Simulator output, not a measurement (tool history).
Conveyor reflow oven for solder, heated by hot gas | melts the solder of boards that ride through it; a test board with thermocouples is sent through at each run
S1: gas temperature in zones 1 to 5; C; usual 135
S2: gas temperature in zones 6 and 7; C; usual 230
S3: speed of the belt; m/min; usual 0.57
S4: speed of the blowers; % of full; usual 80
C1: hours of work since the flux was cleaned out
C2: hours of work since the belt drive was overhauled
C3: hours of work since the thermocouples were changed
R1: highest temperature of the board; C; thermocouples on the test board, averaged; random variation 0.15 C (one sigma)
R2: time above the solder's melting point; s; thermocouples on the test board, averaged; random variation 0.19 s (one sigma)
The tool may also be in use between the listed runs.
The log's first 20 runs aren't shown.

{"hour": 902.4, "done": "flux residue cleaned out of gas plates and filters"}
{"hour": 934.7, "done": "belt drive overhauled, speed set with a stopwatch"}
{"run": 21, "hour": 934.7, "S1": 148, "S2": 243, "S3": 0.657, "S4": 81, "C1": 21, "C2": 0, "C3": 835, "R1": 220.7, "R2": 52}
{"run": 22, "hour": 973.3, "S1": 135, "S2": 234, "S3": 0.57, "S4": 80, "C1": 50, "C2": 29, "C3": 864, "R1": 215.5, "R2": 51.8}
{"run": 23, "hour": 1025.8, "S1": 135, "S2": 241, "S3": 0.57, "S4": 71, "C1": 89, "C2": 68, "C3": 903, "R1": 219.1, "R2": 54.5}
{"run": 24, "hour": 1062.0, "S1": 135, "S2": 241, "S3": 0.57, "S4": 71, "C1": 117, "C2": 95, "C3": 930, "R1": 219, "R2": 54.2}
{"run": 25, "hour": 1122.7, "S1": 135, "S2": 241, "S3": 0.57, "S4": 71, "C1": 162, "C2": 141, "C3": 976, "R1": 218.4, "R2": 53.9}
{"run": 26, "hour": 1169.0, "S1": 135, "S2": 241, "S3": 0.57, "S4": 71, "C1": 197, "C2": 176, "C3": 1010, "R1": 218.1, "R2": 53.7}
{"run": 27, "hour": 1209.8, "S1": 136, "S2": 236, "S3": 0.628, "S4": 80, "C1": 227, "C2": 206, "C3": 1041, "R1": 212.2, "R2": 44.5}
{"run": 28, "hour": 1259.2, "S1": 136, "S2": 236, "S3": 0.628, "S4": 80, "C1": 264, "C2": 243, "C3": 1078, "R1": 212, "R2": 44.1}
{"run": 29, "hour": 1311.2, "S1": 135, "S2": 230, "S3": 0.595, "S4": 74, "C1": 303, "C2": 282, "C3": 1117, "R1": 207.8, "R2": 42}
{"hour": 1324.5, "done": "thermocouples of zones 6 and 7 changed"}
{"run": 30, "hour": 1373.3, "S1": 122, "S2": 245, "S3": 0.465, "S4": 86, "C1": 348, "C2": 327, "C3": 37, "R1": 226.5, "R2": 69.7}
{"run": 31, "hour": 1426.7, "S1": 122, "S2": 245, "S3": 0.465, "S4": 86, "C1": 388, "C2": 367, "C3": 77, "R1": 226.5, "R2": 69.6}

Forecast each of these 3 alternatives for the next run:
{"hour": 1453.5, "done": "flux residue cleaned out of gas plates and filters"}
{"run": "A", "hour": 1468.0, "S1": 122, "S2": 237, "S3": 0.465, "S4": 86, "C1": 11, "C2": 394, "C3": 104, "R1": "?", "R2": "?"}
{"hour": 1453.5, "done": "flux residue cleaned out of gas plates and filters"}
{"run": "B", "hour": 1468.0, "S1": 135, "S2": 233, "S3": 0.476, "S4": 69, "C1": 11, "C2": 394, "C3": 104, "R1": "?", "R2": "?"}
{"hour": 1453.5, "done": "flux residue cleaned out of gas plates and filters"}
{"run": "C", "hour": 1468.0, "S1": 135, "S2": 230, "S3": 0.498, "S4": 80, "C1": 11, "C2": 394, "C3": 104, "R1": "?", "R2": "?"}

run=A R1=222.8 R2=67.6
run=B R1=217.1 R2=65
run=C R1=215.2 R2=60.9
Without the tool's hidden state the same runs would have given:
run=A R1=222.5 R2=67.2
run=B R1=216.8 R2=64.6
run=C R1=215 R2=60.5
